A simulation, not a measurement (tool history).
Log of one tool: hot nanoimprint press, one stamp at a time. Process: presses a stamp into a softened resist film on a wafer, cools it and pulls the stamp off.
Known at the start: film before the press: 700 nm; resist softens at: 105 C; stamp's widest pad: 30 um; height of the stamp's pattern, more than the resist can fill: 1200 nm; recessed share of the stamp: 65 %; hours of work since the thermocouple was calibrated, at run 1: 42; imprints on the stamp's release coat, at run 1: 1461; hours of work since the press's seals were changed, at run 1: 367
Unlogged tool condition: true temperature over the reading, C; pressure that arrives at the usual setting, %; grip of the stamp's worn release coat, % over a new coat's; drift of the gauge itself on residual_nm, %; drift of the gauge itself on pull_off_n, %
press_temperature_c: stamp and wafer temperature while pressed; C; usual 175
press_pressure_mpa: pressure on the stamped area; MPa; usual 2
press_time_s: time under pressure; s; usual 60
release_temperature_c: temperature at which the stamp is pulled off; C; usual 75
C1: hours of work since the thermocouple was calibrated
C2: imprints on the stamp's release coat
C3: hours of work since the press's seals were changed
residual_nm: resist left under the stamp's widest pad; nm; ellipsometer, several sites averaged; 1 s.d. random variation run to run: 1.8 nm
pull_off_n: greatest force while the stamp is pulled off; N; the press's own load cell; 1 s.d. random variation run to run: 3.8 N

Run 1, hour 0: usual settings; C1 42; C2 1461; C3 367. Result: residual_nm 280.8 nm, pull_off_n 259 N.
Run 2, hour 12: usual settings; C1 50; C2 1484; C3 375. Result: residual_nm 282.8 nm, pull_off_n 264 N.
Run 3, hour 22.1: usual settings; C1 57; C2 1505; C3 382. Result: residual_nm 278.6 nm, pull_off_n 259 N.
Run 4, hour 31.3: usual settings but press_pressure_mpa 2.28 MPa; C1 63; C2 1523; C3 388. Result: residual_nm 260.4 nm, pull_off_n 262 N.
Run 5, hour 38.4: usual settings but press_pressure_mpa 2.28 MPa; C1 67; C2 1537; C3 393. Result: residual_nm 264.9 nm, pull_off_n 269 N.
Run 6, hour 51.9: usual settings but press_pressure_mpa 2.28 MPa; C1 76; C2 1563; C3 402. Result: residual_nm 264.8 nm, pull_off_n 271 N.
Run 7, hour 58.8: usual settings but press_pressure_mpa 2.46 MPa; C1 81; C2 1577; C3 406. Result: residual_nm 252.2 nm, pull_off_n 267 N.
Run 8, hour 66: usual settings but press_pressure_mpa 1.28 MPa; C1 86; C2 1591; C3 411. Result: residual_nm 356.4 nm, pull_off_n 267 N.
Run 9, hour 77.7: usual settings but press_temperature_c 179 C; C1 93; C2 1614; C3 419. Result: residual_nm 236.7 nm, pull_off_n 271 N.
Run 10, hour 91.9: usual settings but press_temperature_c 179 C; C1 103; C2 1643; C3 428. Result: residual_nm 235.9 nm, pull_off_n 265 N.
Run 11, hour 100.4: usual settings but press_temperature_c 179 C; C1 108; C2 1659; C3 433. Result: residual_nm 234.5 nm, pull_off_n 271 N.
At hour 104.2: plate thermocouple calibrated.
Run 12, hour 113.3: usual settings but press_temperature_c 171 C; C1 6; C2 1679; C3 440. Result: residual_nm 337.6 nm, pull_off_n 269 N.
Run 13, hour 124.8: usual settings; C1 14; C2 1701; C3 447. Result: residual_nm 281.6 nm, pull_off_n 279 N.
Run 14, hour 137.2: usual settings but press_time_s 62 s; C1 22; C2 1726; C3 456. Result: residual_nm 282.2 nm, pull_off_n 280 N.
Run 15, hour 148.9: usual settings; C1 29; C2 1749; C3 463. Result: residual_nm 284.3 nm, pull_off_n 274 N.
At hour 155: plate thermocouple calibrated, once more.
Run 16, hour 161: usual settings but press_pressure_mpa 2.37 MPa, press_time_s 53 s; C1 4; C2 1767; C3 469. Result: residual_nm 271.5 nm, pull_off_n 274 N.
Run 17, hour 167.7: usual settings but press_pressure_mpa 1.37 MPa, release_temperature_c 80 C; C1 8; C2 1780; C3 474. Result: residual_nm 345.3 nm, pull_off_n 253 N.
Run 18, hour 174.9: usual settings but press_pressure_mpa 1.37 MPa, press_time_s 116 s, release_temperature_c 80 C; C1 13; C2 1795; C3 479. Result: residual_nm 274.9 nm, pull_off_n 265 N.
Run 19, hour 181.2: usual settings but press_pressure_mpa 2.22 MPa, press_time_s 116 s, release_temperature_c 80 C; C1 17; C2 1807; C3 483. Result: residual_nm 210.2 nm, pull_off_n 263 N.
Run 20, hour 193.4: usual settings but press_temperature_c 173 C, press_pressure_mpa 2.9 MPa, press_time_s 30 s, release_temperature_c 79 C; C1 25; C2 1831; C3 491. Result: residual_nm 327.8 nm, pull_off_n 268 N.
Run 21, hour 204.3: usual settings but press_temperature_c 176 C, press_pressure_mpa 2.24 MPa, release_temperature_c 71 C; C1 32; C2 1853; C3 498. Result: residual_nm 256.1 nm, pull_off_n 301 N.
Run 22, hour 213: usual settings but press_temperature_c 163 C, press_pressure_mpa 2.24 MPa, release_temperature_c 70 C; C1 38; C2 1870; C3 504. Result: residual_nm 459.3 nm, pull_off_n 288 N.
Run 23, hour 222: usual settings but press_temperature_c 163 C, press_pressure_mpa 2.24 MPa, release_temperature_c 70 C; C1 44; C2 1888; C3 510. Result: residual_nm 456.8 nm, pull_off_n 306 N.
Run 24, hour 232.3: usual settings but press_temperature_c 174 C, press_pressure_mpa 2.5 MPa, release_temperature_c 70 C; C1 51; C2 1908; C3 516. Result: residual_nm 265 nm, pull_off_n 301 N.

What will run 25 give?
Run 25, hour 238.9: usual settings but press_temperature_c 174 C, press_pressure_mpa 2.5 MPa, release_temperature_c 70 C; C1 55; C2 1921; C3 521. Result: residual_nm ?, pull_off_n ?.

Run 25 yielded residual_nm 260.8 nm, pull_off_n 296 N.
Were there no unlogged condition in the tool, this run, its random variation unchanged, would have produced residual_nm 257.4 nm, pull_off_n 187 N.

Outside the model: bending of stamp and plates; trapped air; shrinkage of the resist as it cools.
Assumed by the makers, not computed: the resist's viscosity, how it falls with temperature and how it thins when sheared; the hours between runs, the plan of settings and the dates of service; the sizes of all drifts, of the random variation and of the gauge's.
